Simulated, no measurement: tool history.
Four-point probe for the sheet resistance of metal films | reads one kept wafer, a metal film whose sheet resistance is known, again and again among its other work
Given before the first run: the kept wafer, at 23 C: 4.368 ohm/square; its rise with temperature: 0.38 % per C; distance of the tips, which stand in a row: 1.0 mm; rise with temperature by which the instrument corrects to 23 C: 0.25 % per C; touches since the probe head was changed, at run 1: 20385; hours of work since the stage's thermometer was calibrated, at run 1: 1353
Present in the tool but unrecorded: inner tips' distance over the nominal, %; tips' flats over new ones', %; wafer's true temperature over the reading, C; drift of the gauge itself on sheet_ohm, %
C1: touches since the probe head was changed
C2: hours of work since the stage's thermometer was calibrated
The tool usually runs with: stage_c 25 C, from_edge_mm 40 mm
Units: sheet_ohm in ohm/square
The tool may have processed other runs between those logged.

{"run": 1, "hour": 0.0, "stage_c": 25, "from_edge_mm": 40, "C1": 20385, "C2": 1353, "sheet_ohm": 4.392486}
{"run": 2, "hour": 8.3, "stage_c": 25, "from_edge_mm": 40, "C1": 20682, "C2": 1359, "sheet_ohm": 4.391985}
{"run": 3, "hour": 24.6, "stage_c": 25, "from_edge_mm": 40, "C1": 21262, "C2": 1371, "sheet_ohm": 4.391203}
{"run": 4, "hour": 34.5, "stage_c": 25, "from_edge_mm": 40, "C1": 21618, "C2": 1378, "sheet_ohm": 4.393612}
{"run": 5, "hour": 43.5, "stage_c": 25, "from_edge_mm": 41, "C1": 21939, "C2": 1384, "sheet_ohm": 4.393238}
{"run": 6, "hour": 52.0, "stage_c": 25, "from_edge_mm": 41, "C1": 22243, "C2": 1391, "sheet_ohm": 4.394829}
{"run": 7, "hour": 66.2, "stage_c": 25, "from_edge_mm": 41, "C1": 22749, "C2": 1401, "sheet_ohm": 4.393048}
{"run": 8, "hour": 74.8, "stage_c": 25, "from_edge_mm": 41, "C1": 23057, "C2": 1407, "sheet_ohm": 4.390976}
{"run": 9, "hour": 84.9, "stage_c": 30, "from_edge_mm": 40, "C1": 23417, "C2": 1414, "sheet_ohm": 4.421245}
{"run": 10, "hour": 95.3, "stage_c": 30, "from_edge_mm": 40, "C1": 23790, "C2": 1422, "sheet_ohm": 4.420455}
{"run": 11, "hour": 110.2, "stage_c": 30, "from_edge_mm": 40, "C1": 24322, "C2": 1433, "sheet_ohm": 4.421868}
{"run": 12, "hour": 125.5, "stage_c": 30, "from_edge_mm": 40, "C1": 24869, "C2": 1444, "sheet_ohm": 4.421259}
{"run": 13, "hour": 143.8, "stage_c": 30, "from_edge_mm": 40, "C1": 25520, "C2": 1457, "sheet_ohm": 4.421546}
{"run": 14, "hour": 157.8, "stage_c": 30, "from_edge_mm": 40, "C1": 26021, "C2": 1468, "sheet_ohm": 4.420648}
{"run": 15, "hour": 174.8, "stage_c": 30, "from_edge_mm": 40, "C1": 26630, "C2": 1480, "sheet_ohm": 4.422602}
{"run": 16, "hour": 192.2, "stage_c": 25, "from_edge_mm": 40, "C1": 27252, "C2": 1493, "sheet_ohm": 4.394548}
{"run": 17, "hour": 206.0, "stage_c": 25, "from_edge_mm": 40, "C1": 27742, "C2": 1503, "sheet_ohm": 4.395355}
{"run": 18, "hour": 217.7, "stage_c": 23, "from_edge_mm": 40, "C1": 28163, "C2": 1511, "sheet_ohm": 4.386734}
{"run": 19, "hour": 228.7, "stage_c": 29, "from_edge_mm": 35, "C1": 28554, "C2": 1519, "sheet_ohm": 4.418337}
{"run": 20, "hour": 245.2, "stage_c": 29, "from_edge_mm": 35, "C1": 29143, "C2": 1531, "sheet_ohm": 4.417885}
{"run": 21, "hour": 260.7, "stage_c": 19, "from_edge_mm": 35, "C1": 29699, "C2": 1543, "sheet_ohm": 4.362836}
{"run": 22, "hour": 272.0, "stage_c": 31, "from_edge_mm": 5, "C1": 30103, "C2": 1551, "sheet_ohm": 4.521813}
{"run": 23, "hour": 285.9, "stage_c": 31, "from_edge_mm": 5, "C1": 30597, "C2": 1561, "sheet_ohm": 4.522642}
{"run": 24, "hour": 304.1, "stage_c": 30, "from_edge_mm": 9, "C1": 31248, "C2": 1574, "sheet_ohm": 4.450903}
{"run": 25, "hour": 313.9, "stage_c": 18, "from_edge_mm": 4, "C1": 31600, "C2": 1581, "sheet_ohm": 4.497241}
{"run": 26, "hour": 329.3, "stage_c": 25, "from_edge_mm": 54, "C1": 32150, "C2": 1592, "sheet_ohm": 4.396866}
{"run": 27, "hour": 339.3, "stage_c": 28, "from_edge_mm": 5, "C1": 32507, "C2": 1600, "sheet_ohm": 4.504431}
{"run": 28, "hour": 352.6, "stage_c": 25, "from_edge_mm": 10, "C1": 32982, "C2": 1609, "sheet_ohm": 4.419479}
{"run": 29, "hour": 363.8, "stage_c": 29, "from_edge_mm": 57, "C1": 33382, "C2": 1618, "sheet_ohm": 4.419767}
{"run": 30, "hour": 375.6, "stage_c": 29, "from_edge_mm": 42, "C1": 33804, "C2": 1626, "sheet_ohm": 4.420326}
{"run": 31, "hour": 387.8, "stage_c": 29, "from_edge_mm": 42, "C1": 34238, "C2": 1635, "sheet_ohm": 4.418891}
{"run": 32, "hour": 398.2, "stage_c": 34, "from_edge_mm": 4, "C1": 34610, "C2": 1643, "sheet_ohm": 4.590471}
{"run": 33, "hour": 413.6, "stage_c": 25, "from_edge_mm": 18, "C1": 35162, "C2": 1654, "sheet_ohm": 4.402981}

Run 34 is up next; what results do you expect?
{"run": 34, "hour": 427.5, "stage_c": 25, "from_edge_mm": 30, "C1": 35656, "C2": 1664, "sheet_ohm": "?"}

sheet_ohm: 4.400928 ohm/square
With no hidden state in the tool, this same run would have given sheet_ohm 4.38306 ohm/square.
